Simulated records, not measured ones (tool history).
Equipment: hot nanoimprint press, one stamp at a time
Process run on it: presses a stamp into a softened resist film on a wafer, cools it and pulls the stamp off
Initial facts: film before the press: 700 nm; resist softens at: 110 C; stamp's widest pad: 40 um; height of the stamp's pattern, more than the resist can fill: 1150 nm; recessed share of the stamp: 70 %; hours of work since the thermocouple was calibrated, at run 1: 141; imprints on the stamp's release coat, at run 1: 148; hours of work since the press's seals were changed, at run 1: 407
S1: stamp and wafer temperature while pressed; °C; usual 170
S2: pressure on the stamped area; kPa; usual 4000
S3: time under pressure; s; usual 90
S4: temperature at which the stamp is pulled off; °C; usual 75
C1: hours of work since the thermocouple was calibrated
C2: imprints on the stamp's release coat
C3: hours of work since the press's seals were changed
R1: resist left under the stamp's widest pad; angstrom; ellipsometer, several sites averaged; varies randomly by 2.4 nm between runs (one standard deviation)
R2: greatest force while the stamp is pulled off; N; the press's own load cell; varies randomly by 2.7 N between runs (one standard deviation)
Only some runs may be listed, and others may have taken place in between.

run 1 hour=0.0 | S1=170 S2=4000 S3=90 S4=75 | C1=141 C2=148 C3=407 | R1=3911 R2=130
run 2 hour=25.1 | S1=170 S2=4000 S3=90 S4=75 | C1=160 C2=272 C3=426 | R1=3878 R2=141
run 3 hour=54.6 | S1=170 S2=4000 S3=51 S4=75 | C1=182 C2=418 C3=448 | R1=4595 R2=142
run 4 hour=96.6 | S1=170 S2=4000 S3=51 S4=75 | C1=214 C2=625 C3=480 | R1=4552 R2=156
-- hour=136.0 stamp cleaned and given a new release coat
run 5 hour=139.0 | S1=170 S2=4000 S3=51 S4=75 | C1=241 C2=14 C3=507 | R1=4551 R2=128
run 6 hour=185.6 | S1=170 S2=4000 S3=51 S4=75 | C1=277 C2=244 C3=543 | R1=4578 R2=131
run 7 hour=214.6 | S1=170 S2=4000 S3=51 S4=75 | C1=299 C2=388 C3=565 | R1=4542 R2=140
run 8 hour=245.7 | S1=170 S2=4000 S3=51 S4=75 | C1=322 C2=541 C3=588 | R1=4541 R2=142
run 9 hour=274.8 | S1=170 S2=4000 S3=51 S4=75 | C1=344 C2=685 C3=610 | R1=4517 R2=147
-- hour=299.0 stamp cleaned and given a new release coat
run 10 hour=309.9 | S1=167 S2=4000 S3=90 S4=75 | C1=366 C2=54 C3=632 | R1=4120 R2=121
run 11 hour=339.7 | S1=170 S2=4000 S3=90 S4=64 | C1=389 C2=202 C3=655 | R1=3789 R2=160
run 12 hour=370.7 | S1=170 S2=4000 S3=90 S4=64 | C1=412 C2=354 C3=678 | R1=3787 R2=166
-- hour=377.8 plate thermocouple calibrated
-- hour=395.6 press's hydraulic seals changed and the load cell set to zero
run 13 hour=408.1 | S1=170 S2=4000 S3=90 S4=64 | C1=17 C2=485 C3=10 | R1=3624 R2=162
run 14 hour=451.5 | S1=170 S2=4000 S3=90 S4=77 | C1=50 C2=699 C3=42 | R1=3600 R2=141
-- hour=472.7 stamp cleaned and given a new release coat
run 15 hour=486.0 | S1=170 S2=4000 S3=90 S4=77 | C1=71 C2=66 C3=64 | R1=3540 R2=119
run 16 hour=525.9 | S1=176 S2=4000 S3=90 S4=73 | C1=101 C2=264 C3=94 | R1=2920 R2=133
run 17 hour=568.0 | S1=176 S2=2440 S3=131 S4=73 | C1=133 C2=471 C3=126 | R1=3262 R2=138
-- hour=580.9 plate thermocouple calibrated, once more
run 18 hour=592.0 | S1=174 S2=2440 S3=131 S4=73 | C1=8 C2=575 C3=142 | R1=3846 R2=155
-- hour=639.5 stamp cleaned and given a new release coat
run 19 hour=640.1 | S1=170 S2=4000 S3=120 S4=75 | C1=40 C2=3 C3=174 | R1=3566 R2=125
run 20 hour=687.5 | S1=175 S2=4000 S3=120 S4=79 | C1=76 C2=238 C3=209 | R1=3021 R2=128
run 21 hour=726.4 | S1=176 S2=3570 S3=164 S4=78 | C1=106 C2=430 C3=239 | R1=2738 R2=136
run 22 hour=746.5 | S1=161 S2=3360 S3=93 S4=68 | C1=121 C2=529 C3=254 | R1=5296 R2=165
run 23 hour=781.8 | S1=161 S2=3040 S3=168 S4=70 | C1=147 C2=703 C3=281 | R1=4754 R2=167
-- hour=804.5 stamp cleaned and given a new release coat
run 24 hour=816.6 | S1=179 S2=4000 S3=91 S4=75 | C1=169 C2=60 C3=303 | R1=2874 R2=125
run 25 hour=847.5 | S1=179 S2=4000 S3=91 S4=75 | C1=193 C2=213 C3=326 | R1=2891 R2=130
run 26 hour=878.0 | S1=179 S2=4000 S3=91 S4=75 | C1=216 C2=364 C3=349 | R1=2870 R2=141
run 27 hour=916.9 | S1=158 S2=2930 S3=153 S4=62 | C1=245 C2=556 C3=378 | R1=5267 R2=181
-- hour=969.4 stamp cleaned and given a new release coat
run 28 hour=970.2 | S1=158 S2=2930 S3=153 S4=62 | C1=281 C2=4 C3=414 | R1=5220 R2=153
run 29 hour=1014.9 | S1=158 S2=2930 S3=153 S4=62 | C1=315 C2=225 C3=448 | R1=5212 R2=157

Each row is a separate what-if for the run after 29, all from the same tool condition, not one after another. Results?
run A hour=1050.0 | S1=159 S2=3550 S3=153 S4=62 | C1=341 C2=399 C3=475 | R1=? R2=?
run B hour=1050.0 | S1=170 S2=2580 S3=46 S4=75 | C1=341 C2=399 C3=475 | R1=? R2=?
run C hour=1050.0 | S1=173 S2=4000 S3=90 S4=75 | C1=341 C2=399 C3=475 | R1=? R2=?
run D hour=1050.0 | S1=158 S2=5970 S3=153 S4=77 | C1=341 C2=399 C3=475 | R1=? R2=?
run E hour=1050.0 | S1=158 S2=2930 S3=88 S4=62 | C1=341 C2=399 C3=475 | R1=? R2=?

run=A R1=4767 R2=165
run=B R1=5293 R2=142
run=C R1=3440 R2=140
run=D R1=4116 R2=135
run=E R1=5788 R2=166
With the hidden condition removed and each run's random variation left untouched, the same runs would have given:
run=A R1=4946 R2=149
run=B R1=5427 R2=129
run=C R1=3566 R2=127
run=D R1=4282 R2=123
run=E R1=5927 R2=149
